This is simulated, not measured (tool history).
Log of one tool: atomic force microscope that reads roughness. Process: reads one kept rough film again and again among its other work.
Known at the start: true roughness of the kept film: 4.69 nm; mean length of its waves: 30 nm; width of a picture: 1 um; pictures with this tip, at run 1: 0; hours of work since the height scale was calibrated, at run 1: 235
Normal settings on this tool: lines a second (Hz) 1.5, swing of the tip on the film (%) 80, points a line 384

run   hour  lines a second (Hz)  swing of the tip on the film (%)  points a line  pictures with this tip  hours of work since the height scale was calibrated  roughness of the kept film (nm (root mean square))
  1      0                  1.5                                80            384                       0                                                  235                                               3.762
  2   21.6                  1.5                                80            384                      43                                                  248                                               3.554
  3   49.5                  1.5                                73            384                      98                                                  265                                               3.444
  4   86.6                  1.5                                73            384                     172                                                  287                                               3.166
     101.9  -- new tip fitted
  5  102.9                  1.5                                73            384                       2                                                  297                                               3.828
  6  136.9                  1.5                                80            384                      69                                                  317                                               3.402
  7  155.5                  1.5                                80            384                     106                                                  328                                               3.272
  8  183.2                 2.33                                80            384                     161                                                  345                                               2.921
     205.1  -- new tip fitted
  9  205.2                  1.5                                80            334                       0                                                  358                                                3.73
 10    229                  1.5                                80            334                      48                                                  372                                               3.525
 11  252.8                  1.5                                80            384                      95                                                  386                                               3.365
 12  288.6                  1.5                                80            384                     166                                                  408                                                3.14
     305.5  -- new tip fitted
 13  305.5                  1.5                                80            717                       0                                                  417                                               3.722
 14  338.6                  1.5                                80            717                      66                                                  437                                               3.464
 15  366.1                  1.5                                80            717                     120                                                  454                                               3.256
 16  384.1                  1.5                                80            338                     156                                                  465                                               3.091
     406.3  -- new tip fitted
 17  408.4                  0.6                                67            950                       4                                                  479                                                4.11
 18  428.7                 1.51                                81           1024                      44                                                  491                                               3.545
 19  464.2                 1.92                                62            326                     115                                                  512                                               3.455
 20  496.2                 1.92                                62            326                     178                                                  531                                                3.22
     507.6  -- new tip fitted
 21  528.9                 1.92                                72            508                      42                                                  551                                               3.592
 22  562.3                 1.06                                77            344                     109                                                  571                                               3.448
 23  589.9                 1.06                                77            344                     164                                                  587                                               3.218
     609.6  -- new tip fitted
 24    614                 2.05                                56            801                       9                                                  601                                               3.971
 25    651                 1.48                                80            831                      82                                                  623                                               3.388
 26    673                 1.48                                80            308                     126                                                  637                                               3.203
 27  689.7                 2.34                                68            714                     159                                                  647                                               3.185
 28  709.2                 2.34                                68            714                     198                                                  658                                               3.041
     712.2  -- new tip fitted
 29  745.6                  1.5                                80            568                      67                                                  680                                                3.48
 30  764.1                  1.5                                57            301                     103                                                  691                                               3.591

Hidden state or all else? Some run-to-run changes of roughness of the kept film (nm (root mean square)), split into what the settings, what came in and random variation would give without the hidden state, and what is left for the hidden state (with any gauge scatter that isn't in both results):
Hidden conditions of the tool in this case: radius of the tip, nm; height scale over the true one, %; drift of the gauge itself on roughness_nm, %.
Run 4 -> 5: new tip fitted. roughness of the kept film (nm (root mean square)) +0.662: hidden state +0.665, all else -0.003.
Run 8 -> 9: lines a second (Hz) 2.33 -> 1.5, points a line 384 -> 334, new tip fitted. roughness of the kept film (nm (root mean square)) +0.809: hidden state +0.61, all else +0.199.
Run 12 -> 13: points a line 384 -> 717, new tip fitted. roughness of the kept film (nm (root mean square)) +0.582: hidden state +0.62, all else -0.038.
Run 16 -> 17: lines a second (Hz) 1.5 -> 0.6, swing of the tip on the film (%) 80 -> 67, points a line 338 -> 950, new tip fitted. roughness of the kept film (nm (root mean square)) +1.019: hidden state +0.59, all else +0.429.
Run 23 -> 24: lines a second (Hz) 1.06 -> 2.05, swing of the tip on the film (%) 77 -> 56, points a line 344 -> 801, new tip fitted. roughness of the kept film (nm (root mean square)) +0.753: hidden state +0.593, all else +0.16.

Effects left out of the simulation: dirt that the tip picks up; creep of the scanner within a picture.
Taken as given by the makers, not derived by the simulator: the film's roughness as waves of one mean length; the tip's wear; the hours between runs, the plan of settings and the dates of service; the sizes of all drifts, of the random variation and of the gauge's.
